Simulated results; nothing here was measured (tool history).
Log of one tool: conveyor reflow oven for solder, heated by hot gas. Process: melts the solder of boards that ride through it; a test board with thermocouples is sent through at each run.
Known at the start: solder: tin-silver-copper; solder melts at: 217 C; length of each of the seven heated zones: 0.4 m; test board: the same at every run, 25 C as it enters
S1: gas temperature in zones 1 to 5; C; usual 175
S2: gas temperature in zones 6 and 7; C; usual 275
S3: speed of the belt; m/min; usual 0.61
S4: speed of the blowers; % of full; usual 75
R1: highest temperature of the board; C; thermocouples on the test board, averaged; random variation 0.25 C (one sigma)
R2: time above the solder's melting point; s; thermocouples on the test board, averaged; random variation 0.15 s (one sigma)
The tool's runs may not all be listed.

{"run": 1, "hour": 0.0, "S1": 175, "S2": 275, "S3": 0.61, "S4": 75, "R1": 258, "R2": 62.7}
{"run": 2, "hour": 29.8, "S1": 175, "S2": 275, "S3": 0.61, "S4": 75, "R1": 258, "R2": 62.7}
{"hour": 43.2, "done": "flux residue cleaned out of gas plates and filters"}
{"run": 3, "hour": 68.3, "S1": 175, "S2": 275, "S3": 0.61, "S4": 75, "R1": 258.2, "R2": 63}
{"run": 4, "hour": 95.9, "S1": 175, "S2": 275, "S3": 0.61, "S4": 75, "R1": 258.1, "R2": 62.9}
{"run": 5, "hour": 125.0, "S1": 175, "S2": 275, "S3": 0.61, "S4": 75, "R1": 258, "R2": 62.6}
{"run": 6, "hour": 139.8, "S1": 171, "S2": 275, "S3": 0.61, "S4": 75, "R1": 257.1, "R2": 60.9}
{"run": 7, "hour": 169.1, "S1": 175, "S2": 275, "S3": 0.61, "S4": 79, "R1": 259, "R2": 64.1}
{"run": 8, "hour": 203.3, "S1": 175, "S2": 275, "S3": 0.61, "S4": 79, "R1": 259.2, "R2": 63.8}
{"run": 9, "hour": 238.9, "S1": 175, "S2": 275, "S3": 0.61, "S4": 79, "R1": 259.7, "R2": 63.8}
{"run": 10, "hour": 261.0, "S1": 175, "S2": 275, "S3": 0.61, "S4": 79, "R1": 259.4, "R2": 63.6}
{"hour": 280.7, "done": "belt drive overhauled, speed set with a stopwatch"}
{"run": 11, "hour": 294.4, "S1": 175, "S2": 275, "S3": 0.61, "S4": 79, "R1": 259.7, "R2": 63.6}
{"run": 12, "hour": 323.6, "S1": 175, "S2": 275, "S3": 0.61, "S4": 79, "R1": 259.5, "R2": 63.8}
{"run": 13, "hour": 352.1, "S1": 175, "S2": 275, "S3": 0.61, "S4": 79, "R1": 259.4, "R2": 64}
{"run": 14, "hour": 372.7, "S1": 184, "S2": 275, "S3": 0.61, "S4": 79, "R1": 260.8, "R2": 68}
{"run": 15, "hour": 388.3, "S1": 184, "S2": 275, "S3": 0.61, "S4": 79, "R1": 261.2, "R2": 68.1}
{"hour": 416.6, "done": "flux residue cleaned out of gas plates and filters"}
{"run": 16, "hour": 421.2, "S1": 184, "S2": 275, "S3": 0.61, "S4": 79, "R1": 261.2, "R2": 68.1}
{"run": 17, "hour": 450.1, "S1": 175, "S2": 264, "S3": 0.61, "S4": 75, "R1": 248.8, "R2": 56.5}
{"run": 18, "hour": 477.0, "S1": 172, "S2": 275, "S3": 0.61, "S4": 80, "R1": 259.2, "R2": 62.9}
{"run": 19, "hour": 506.7, "S1": 172, "S2": 275, "S3": 0.61, "S4": 80, "R1": 258.7, "R2": 62.6}
{"run": 20, "hour": 532.1, "S1": 162, "S2": 268, "S3": 0.61, "S4": 75, "R1": 250.1, "R2": 52.7}
{"run": 21, "hour": 549.3, "S1": 168, "S2": 268, "S3": 0.555, "S4": 75, "R1": 254.3, "R2": 64.3}
{"run": 22, "hour": 584.0, "S1": 185, "S2": 283, "S3": 0.629, "S4": 75, "R1": 265.6, "R2": 68.5}
{"run": 23, "hour": 608.5, "S1": 185, "S2": 283, "S3": 0.629, "S4": 75, "R1": 265.4, "R2": 68.4}
{"run": 24, "hour": 630.9, "S1": 185, "S2": 283, "S3": 0.629, "S4": 75, "R1": 265.8, "R2": 68.4}
{"run": 25, "hour": 651.6, "S1": 175, "S2": 275, "S3": 0.676, "S4": 74, "R1": 254.2, "R2": 53.6}
{"run": 26, "hour": 676.6, "S1": 181, "S2": 280, "S3": 0.61, "S4": 75, "R1": 263.3, "R2": 67.8}
{"run": 27, "hour": 698.3, "S1": 175, "S2": 275, "S3": 0.702, "S4": 75, "R1": 253.1, "R2": 50.8}
{"run": 28, "hour": 731.4, "S1": 175, "S2": 275, "S3": 0.702, "S4": 63, "R1": 247.4, "R2": 45.7}
{"run": 29, "hour": 763.9, "S1": 178, "S2": 287, "S3": 0.702, "S4": 63, "R1": 257.7, "R2": 53.2}
{"hour": 787.2, "done": "flux residue cleaned out of gas plates and filters"}
{"run": 30, "hour": 794.7, "S1": 178, "S2": 287, "S3": 0.702, "S4": 63, "R1": 257.8, "R2": 53.7}
{"run": 31, "hour": 819.0, "S1": 175, "S2": 286, "S3": 0.688, "S4": 67, "R1": 259.3, "R2": 55.1}
{"run": 32, "hour": 848.0, "S1": 187, "S2": 283, "S3": 0.524, "S4": 63, "R1": 267.5, "R2": 84.2}

Forecast each of these 3 alternatives for the next run:
{"run": "A", "hour": 871.2, "S1": 187, "S2": 288, "S3": 0.524, "S4": 71, "R1": "?", "R2": "?"}
{"run": "B", "hour": 871.2, "S1": 175, "S2": 271, "S3": 0.61, "S4": 83, "R1": "?", "R2": "?"}
{"run": "C", "hour": 871.2, "S1": 184, "S2": 283, "S3": 0.669, "S4": 63, "R1": "?", "R2": "?"}

run=A R1=274.9 R2=87.8
run=B R1=257.1 R2=63
run=C R1=258.5 R2=58.9
Without the tool's hidden state the same runs would have given:
run=A R1=274.8 R2=87.7
run=B R1=257 R2=63
run=C R1=258.4 R2=58.8
